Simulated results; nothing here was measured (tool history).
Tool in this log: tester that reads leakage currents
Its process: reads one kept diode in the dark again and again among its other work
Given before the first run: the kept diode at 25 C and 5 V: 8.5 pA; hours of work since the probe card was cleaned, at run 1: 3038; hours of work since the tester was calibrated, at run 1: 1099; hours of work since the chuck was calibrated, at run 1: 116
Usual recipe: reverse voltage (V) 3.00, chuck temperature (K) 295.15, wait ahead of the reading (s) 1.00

run	hour	reverse voltage (V)	chuck temperature (K)	wait ahead of the reading (s)	hours of work since the probe card was cleaned	hours of work since the tester was calibrated	hours of work since the chuck was calibrated	current that the tester gives (pA)
1	0.0	3.00	295.15	1.00	3038	1099	116	11.73
2	203.3	3.00	295.15	1.00	3168	1229	246	11.97
# hour 299.8: probe card cleaned and baked
3	370.9	3.00	295.15	0.71	45	1335	351	5.79
4	619.8	3.00	295.15	0.71	205	1494	511	6.03
5	877.7	3.00	295.15	0.71	370	1659	676	6.31
6	1034.0	3.00	295.15	0.71	470	1759	776	6.48
7	1294.0	3.00	295.15	0.71	636	1925	942	6.86
8	1551.5	3.00	295.15	0.71	801	2090	1107	7.13
9	1739.9	3.00	295.15	1.00	921	2211	1227	7.29
10	1930.9	1.75	295.15	1.00	1044	2333	1349	5.53
11	2167.5	3.00	295.15	1.00	1195	2484	1501	7.72
12	2442.0	3.00	295.15	1.07	1371	2660	1677	7.94
13	2631.1	3.00	295.15	1.00	1492	2781	1798	8.11
14	2922.3	3.00	295.15	1.00	1678	2967	1984	8.49
# hour 2943.8: tester calibrated
# hour 2945.8: chuck's temperature calibrated
15	3159.6	3.00	295.15	1.00	1827	137	137	9.11
16	3298.1	3.00	295.15	1.00	1916	225	225	9.24
17	3558.3	3.00	295.15	1.00	2083	392	392	9.59
18	3783.0	3.00	295.15	1.00	2226	536	536	9.85
# hour 3832.7: tester calibrated, once more
19	3955.6	3.00	295.15	1.00	2335	79	645	9.85
20	4089.3	3.00	295.15	9.42	2421	164	730	9.93
21	4350.2	5.22	300.15	1.06	2588	331	897	19.24
22	4476.8	7.76	304.15	7.91	2669	412	978	30.60
23	4739.0	7.76	304.15	7.91	2837	580	1146	31.38
24	5011.3	16.41	330.15	1.00	3011	754	1320	233.85
25	5163.3	2.15	303.15	0.92	3108	851	1418	14.00
26	5284.6	2.53	303.15	0.65	3186	929	1495	15.61
# hour 5348.0: probe card cleaned and baked
27	5506.2	3.08	317.15	6.71	101	1069	1635	37.59
28	5785.1	19.45	317.15	6.71	280	1247	1814	78.62
29	6032.1	19.45	317.15	6.71	438	1405	1972	80.00
# hour 6066.4: chuck's temperature calibrated
30	6219.7	1.89	295.15	0.91	556	1524	98	5.20
31	6369.1	1.89	295.15	0.91	652	1620	194	5.38
32	6490.5	1.89	295.15	0.91	730	1697	271	5.37
33	6657.2	1.60	319.15	0.77	836	1804	378	35.89
34	6934.8	3.72	323.15	3.81	1014	1982	556	68.99
35	7118.0	3.00	311.15	1.00	1131	2099	673	24.60
36	7355.0	3.00	296.15	1.00	1283	2251	825	8.34
37	7593.2	7.12	296.15	3.55	1435	2403	977	14.49
38	7821.0	5.88	319.15	8.99	1581	2549	1123	62.20
39	7952.2	5.88	319.15	8.99	1665	2633	1207	62.24

Branching from run 39: 3 alternative next runs. What would each branch give?
A	8073.5	2.11	302.15	5.70	1743	2710	1284	?
B	8073.5	10.84	321.15	6.58	1743	2710	1284	?
C	8073.5	18.18	293.15	0.58	1743	2710	1284	?

run	current that the tester gives (pA)
A	10.93
B	95.00
C	30.88
With no hidden state in the tool, these same runs would have given:
run	current that the tester gives (pA)
A	8.97
B	86.15
C	11.07
